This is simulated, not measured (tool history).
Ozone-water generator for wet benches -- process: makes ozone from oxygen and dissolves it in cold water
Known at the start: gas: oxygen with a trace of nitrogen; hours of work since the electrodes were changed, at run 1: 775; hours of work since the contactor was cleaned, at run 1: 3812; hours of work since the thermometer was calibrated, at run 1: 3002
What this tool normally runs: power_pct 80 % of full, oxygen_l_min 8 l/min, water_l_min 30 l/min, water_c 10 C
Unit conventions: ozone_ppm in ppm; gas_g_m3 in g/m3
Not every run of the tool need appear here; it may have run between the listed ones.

run,day,power_pct,oxygen_l_min,water_l_min,water_c,hours of work since the electrodes were changed,hours of work since the contactor was cleaned,hours of work since the thermometer was calibrated,ozone_ppm,gas_g_m3
1,0,80,8,30,10,775,3812,3002,35.1,288.9
2,5.092,80,8,30,10,883,3920,3110,34.8,289
3,10.692,80,8,30,10,1002,4039,3229,35.1,289.1
4,15.004,80,8,30,10,1094,4131,3321,34.3,290
5,21.529,80,8,30,10,1233,4270,3460,34.8,289.1
# day 25.771: water thermometer calibrated
6,25.771,80,8,30,10,1323,4360,0,35,292.2
7,30.254,80,8,30,10,1418,4455,95,35.1,292.4
8,35.529,80,8,30,10,1531,4567,208,34.6,290.2
9,41.688,80,8,30,10,1662,4698,339,35,290.2
10,48.817,80,8,30,10,1813,4850,490,35.2,288
11,51.862,80,8,30,10,1878,4915,555,35.5,291
12,58.233,80,8,30,10,2014,5050,691,34.7,290.7
13,65.083,80,8,30,9,2160,5196,837,35.4,292.4
14,70.662,80,8,30,9,2278,5315,955,35.7,291
15,74.988,80,8,30,10,2370,5407,1047,34.6,288.1
16,79.912,80,8,30,10,2475,5512,1152,35.1,289.2
17,85.521,60,4.32,30,5,2594,5631,1272,24.2,293.1
18,89.05,60,4.32,30,5,2670,5706,1347,24.4,296.4
19,94.554,60,4.32,30,5,2787,5823,1464,24.4,296
20,100.896,60,4.32,30,5,2922,5958,1599,24.4,293.1
21,105.233,80,13.13,30,10,3014,6051,1691,37.2,232.3
22,112.258,61,13.13,19,10,3163,6200,1841,38.6,182.9
# day 118.333: contactor cleaned
23,118.496,60,11.45,38,8,3293,3,1970,24.3,191.5
24,121.842,84,8,32,14,3364,75,2041,32.9,302.8
25,127.738,84,8,32,14,3489,200,2166,33.1,304.3
26,130.646,80,10.38,30,12,3551,262,2228,35,259
27,134.792,75,8,30,10,3639,350,2317,33.3,274.2
28,139.112,75,8,30,10,3731,442,2408,33,273.1
29,142.462,80,8,30,6,3803,513,2480,36.5,290.4
30,146.292,80,8,30,6,3884,595,2561,36.7,292.5
31,149.283,80,8,30,11,3948,659,2625,34.1,290.9
32,154.838,80,7.88,41,6,4066,777,2743,27.7,290.9

Forecast each of these 5 alternatives for the next run:
A,161.233,80,7.88,41,8,4202,913,2879,?,?
B,161.233,80,8,30,10,4202,913,2879,?,?
C,161.233,58,7.88,41,12,4202,913,2879,?,?
D,161.233,51,11.72,30,10,4202,913,2879,?,?
E,161.233,80,4.08,20,7,4202,913,2879,?,?

run,ozone_ppm,gas_g_m3
A,27.1,291.2
B,35,292.8
C,19.6,219.6
D,24.5,163.1
E,44.7,387.8
Without the tool's hidden state the same runs would have given:
run,ozone_ppm,gas_g_m3
A,27.2,291.7
B,35.1,293.3
C,19.6,219.8
D,24.5,163.2
E,44.8,388.5
